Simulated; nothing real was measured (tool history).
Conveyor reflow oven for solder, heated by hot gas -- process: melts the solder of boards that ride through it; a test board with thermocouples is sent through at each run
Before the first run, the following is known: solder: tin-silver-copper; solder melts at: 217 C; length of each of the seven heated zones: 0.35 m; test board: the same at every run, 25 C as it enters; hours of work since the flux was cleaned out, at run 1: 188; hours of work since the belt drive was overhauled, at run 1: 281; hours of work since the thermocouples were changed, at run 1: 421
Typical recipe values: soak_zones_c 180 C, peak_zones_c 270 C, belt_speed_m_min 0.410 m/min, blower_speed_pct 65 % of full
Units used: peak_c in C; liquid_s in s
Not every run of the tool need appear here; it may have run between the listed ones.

run   hour  soak_zones_c  peak_zones_c  belt_speed_m_min  blower_speed_pct  hours of work since the flux was cleaned out  hours of work since the belt drive was overhauled  hours of work since the thermocouples were changed  peak_c  liquid_s
  1    0.0           180           270             0.410                65                                           188                                                281                                                 421   253.9      81.1
  2   13.4           180           270             0.410                89                                           198                                                290                                                 430   259.1      86.7
  3   25.0           180           270             0.410                60                                           206                                                299                                                 439   253.0      79.3
  4   38.5           180           270             0.410                60                                           216                                                309                                                 449   252.7      79.3
  5   44.7           180           270             0.410                60                                           220                                                313                                                 453   252.6      79.6
  6   54.2           180           270             0.410                60                                           227                                                320                                                 460   252.7      79.2
  7   65.2           180           270             0.410                60                                           235                                                328                                                 468   252.6      79.1
  8   72.9           180           278             0.410                60                                           241                                                333                                                 474   259.7      85.6
  9   83.7           180           278             0.410                60                                           249                                                341                                                 481   259.8      85.4
 10   91.1           180           278             0.410                60                                           254                                                347                                                 487   259.3      85.4
 11  104.6           180           282             0.410                65                                           264                                                356                                                 497   264.4      89.4
 12  114.6           180           270             0.410                65                                           271                                                364                                                 504   254.4      81.4
 13  122.6           180           270             0.410                65                                           277                                                369                                                 509   253.9      81.1
 14  130.9           180           270             0.410                65                                           283                                                375                                                 515   254.1      81.4
 15  140.3           180           270             0.410                65                                           289                                                382                                                 522   254.1      81.1
 16  148.8           180           270             0.410                65                                           296                                                388                                                 528   254.1      81.0
 17  158.0           193           270             0.410                55                                           302                                                395                                                 535   254.1      88.0
 18  165.7           193           270             0.410                55                                           308                                                401                                                 541   253.8      87.8
 19  173.2           174           266             0.410                65                                           313                                                406                                                 546   249.6      73.5
 20  187.3           193           270             0.410                74                                           323                                                416                                                 556   258.5      92.8
 21  197.2           193           270             0.410                74                                           331                                                423                                                 564   258.1      93.0
     209.3  -- flux residue cleaned out of gas plates and filters
 22  216.7           193           275             0.410                74                                             5                                                434                                                 574   262.9      95.5
 23  225.6           193           275             0.467                67                                            12                                                440                                                 580   257.3      79.5
 24  236.5           170           275             0.467                73                                            20                                                448                                                 588   254.2      66.2
 25  250.7           177           281             0.410                65                                            30                                                458                                                 599   263.3      87.1
 26  259.0           180           265             0.410                73                                            36                                                464                                                 605   251.3      79.8
 27  272.9           175           261             0.462                57                                            46                                                474                                                 615   238.8      50.9
 28  287.1           175           261             0.462                57                                            56                                                485                                                 625   239.0      51.0
 29  294.9           175           261             0.462                57                                            62                                                490                                                 631   239.3      51.3

For run 30, what comes out?
 30  300.9           175           269             0.468                76                                            66                                                495                                                 635       ?         ?

{"run 30": {"peak_c": 251.1, "liquid_s": 65.8}}
On a tool with no hidden condition, and with the same random variation, this run would have come out at peak_c 251.1 C, liquid_s 65.8 s.
